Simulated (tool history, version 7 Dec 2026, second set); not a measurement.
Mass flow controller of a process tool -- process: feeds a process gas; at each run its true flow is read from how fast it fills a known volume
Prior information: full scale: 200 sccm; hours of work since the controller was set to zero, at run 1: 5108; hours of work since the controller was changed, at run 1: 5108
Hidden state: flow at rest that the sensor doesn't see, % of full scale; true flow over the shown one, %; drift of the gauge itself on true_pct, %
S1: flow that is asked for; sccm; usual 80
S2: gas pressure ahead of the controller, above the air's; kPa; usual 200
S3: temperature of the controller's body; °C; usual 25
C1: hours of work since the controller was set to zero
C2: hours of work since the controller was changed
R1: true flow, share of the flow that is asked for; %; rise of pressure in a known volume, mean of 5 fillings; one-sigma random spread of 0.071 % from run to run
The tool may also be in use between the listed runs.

{"run": 1, "hour": 0.0, "S1": 80, "S2": 200, "S3": 25, "C1": 5108, "C2": 5108, "R1": 101.79}
{"run": 2, "hour": 264.7, "S1": 80, "S2": 200, "S3": 25, "C1": 5264, "C2": 5264, "R1": 101.94}
{"run": 3, "hour": 469.5, "S1": 80, "S2": 200, "S3": 25, "C1": 5385, "C2": 5385, "R1": 101.91}
{"run": 4, "hour": 753.8, "S1": 80, "S2": 200, "S3": 25, "C1": 5552, "C2": 5552, "R1": 102.12}
{"run": 5, "hour": 1123.6, "S1": 80, "S2": 200, "S3": 25, "C1": 5770, "C2": 5770, "R1": 102.2}
{"run": 6, "hour": 1362.1, "S1": 80, "S2": 200, "S3": 25, "C1": 5910, "C2": 5910, "R1": 102.2}
{"run": 7, "hour": 1742.9, "S1": 80, "S2": 200, "S3": 25, "C1": 6134, "C2": 6134, "R1": 102.26}
{"run": 8, "hour": 2065.0, "S1": 80, "S2": 200, "S3": 25, "C1": 6324, "C2": 6324, "R1": 102.43}
{"run": 9, "hour": 2359.5, "S1": 80, "S2": 200, "S3": 25, "C1": 6497, "C2": 6497, "R1": 102.38}
{"run": 10, "hour": 2616.8, "S1": 80, "S2": 200, "S3": 25, "C1": 6648, "C2": 6648, "R1": 102.56}
{"run": 11, "hour": 2837.5, "S1": 80, "S2": 200, "S3": 25, "C1": 6778, "C2": 6778, "R1": 102.47}
{"run": 12, "hour": 3069.2, "S1": 120, "S2": 214, "S3": 27, "C1": 6915, "C2": 6915, "R1": 102.63}
{"hour": 3097.7, "done": "controller's zero set anew"}
{"run": 13, "hour": 3325.3, "S1": 120, "S2": 214, "S3": 27, "C1": 134, "C2": 7065, "R1": 103.01}
{"run": 14, "hour": 3546.9, "S1": 120, "S2": 214, "S3": 27, "C1": 264, "C2": 7196, "R1": 103.16}
{"run": 15, "hour": 3877.8, "S1": 145, "S2": 155, "S3": 25, "C1": 459, "C2": 7390, "R1": 102.42}
{"hour": 4147.4, "done": "controller's zero set anew, once more"}
{"run": 16, "hour": 4271.7, "S1": 78, "S2": 157, "S3": 34, "C1": 73, "C2": 7622, "R1": 102.53}
{"run": 17, "hour": 4437.0, "S1": 78, "S2": 157, "S3": 34, "C1": 170, "C2": 7719, "R1": 102.75}
{"run": 18, "hour": 4765.0, "S1": 100, "S2": 156, "S3": 32, "C1": 363, "C2": 7912, "R1": 102.52}
{"run": 19, "hour": 5065.2, "S1": 100, "S2": 156, "S3": 32, "C1": 540, "C2": 8089, "R1": 102.5}
{"run": 20, "hour": 5230.6, "S1": 165, "S2": 183, "S3": 21, "C1": 637, "C2": 8186, "R1": 101.7}
{"run": 21, "hour": 5492.9, "S1": 165, "S2": 183, "S3": 21, "C1": 792, "C2": 8341, "R1": 101.76}

What differs in the tool's unlogged condition from the final listed run ahead of each entry between runs to the first listed run following it?
Runs 12 to 13: controller's zero set anew (hour 3097.7)
  flow at rest that the sensor doesn't see, % of full scale: 0.374 -> 0.627; true flow over the shown one, %: 1.84 -> 1.88
  difference, measured minus the result without the unlogged condition, R1: +2.46 -> +2.92 %
Runs 15 to 16: controller's zero set anew, once more (hour 4147.4)
  flow at rest that the sensor doesn't see, % of full scale: 0.642 -> 0.033; true flow over the shown one, %: 1.98 -> 2.05
  difference, measured minus the result without the unlogged condition, R1: +2.86 -> +2.13 %
